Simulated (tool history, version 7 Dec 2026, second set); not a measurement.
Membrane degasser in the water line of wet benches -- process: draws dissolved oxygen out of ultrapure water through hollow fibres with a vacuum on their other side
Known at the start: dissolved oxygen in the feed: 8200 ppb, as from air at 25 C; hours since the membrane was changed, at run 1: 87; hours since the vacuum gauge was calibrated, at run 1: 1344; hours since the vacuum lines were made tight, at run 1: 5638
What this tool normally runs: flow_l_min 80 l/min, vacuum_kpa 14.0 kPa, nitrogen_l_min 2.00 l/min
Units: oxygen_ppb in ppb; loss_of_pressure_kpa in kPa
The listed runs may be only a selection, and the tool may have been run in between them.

run   hour  flow_l_min  vacuum_kpa  nitrogen_l_min  hours since the membrane was changed  hours since the vacuum gauge was calibrated  hours since the vacuum lines were made tight  oxygen_ppb  loss_of_pressure_kpa
  1    0.0          80        14.0            2.00                                    87                                         1344                                          5638       809.5                 47.95
  2   38.1          80        14.0            2.00                                   125                                         1382                                          5676       801.7                 47.78
  3   83.5          80        14.0            2.00                                   171                                         1427                                          5722       803.9                 47.90
  4  113.1          80        14.0            2.00                                   200                                         1457                                          5751       795.5                 47.70
  5  146.0          80        14.0            1.88                                   233                                         1490                                          5784       842.4                 47.40
  6  177.5          80        14.0            1.88                                   265                                         1521                                          5815       842.1                 47.73
  7  197.0         104        14.0            1.88                                   284                                         1541                                          5835      1018.5                 62.45
  8  220.6          80        14.0            2.15                                   308                                         1564                                          5859       761.1                 47.66
  9  244.5          80        14.0            2.00                                   332                                         1588                                          5882       800.4                 47.71
 10  280.9          80        14.0            2.00                                   368                                         1624                                          5919       804.2                 48.08
 11  303.0          80        14.0            2.00                                   390                                         1647                                          5941       803.4                 47.67
 12  343.3          76        20.7            0.84                                   430                                         1687                                          5981      2082.7                 45.73
 13  380.8          76        20.7            0.84                                   468                                         1724                                          6019      2075.6                 45.47
 14  426.4         112        20.5            2.32                                   513                                         1770                                          6064      1413.9                 66.76
 15  460.1         121        11.4            3.81                                   547                                         1804                                          6098       553.9                 72.60
 16  482.3          80        14.0            1.40                                   569                                         1826                                          6120      1028.4                 47.78
 17  503.6          80        25.0            5.61                                   591                                         1847                                          6142       667.9                 47.62
 18  526.9          80        15.7            2.77                                   614                                         1870                                          6165       717.2                 48.10
 19  567.4          79        19.5            2.77                                   654                                         1911                                          6205       901.4                 47.45
 20  600.2          79        19.5            2.77                                   687                                         1944                                          6238       906.0                 47.06
 21  620.8          79        19.5            2.77                                   708                                         1964                                          6259       902.0                 47.49

4 ways to go on from here, each from the tool as it stands after run 21. What would each give?
  A  660.3         106        14.0            5.48                                   747                                         2004                                          6298           ?                     ?
  B  660.3          95        19.5            3.97                                   747                                         2004                                          6298           ?                     ?
  C  660.3          49        27.3            3.43                                   747                                         2004                                          6298           ?                     ?
  D  660.3          99        13.2            2.60                                   747                                         2004                                          6298           ?                     ?

run  oxygen_ppb  loss_of_pressure_kpa
  A       467.2                 62.98
  B       794.3                 56.84
  C       727.2                 29.37
  D       732.6                 59.53
Without the tool's hidden state the same runs would have given:
run  oxygen_ppb  loss_of_pressure_kpa
  A       467.1                 62.97
  B       794.1                 56.83
  C       727.1                 29.37
  D       732.4                 59.52
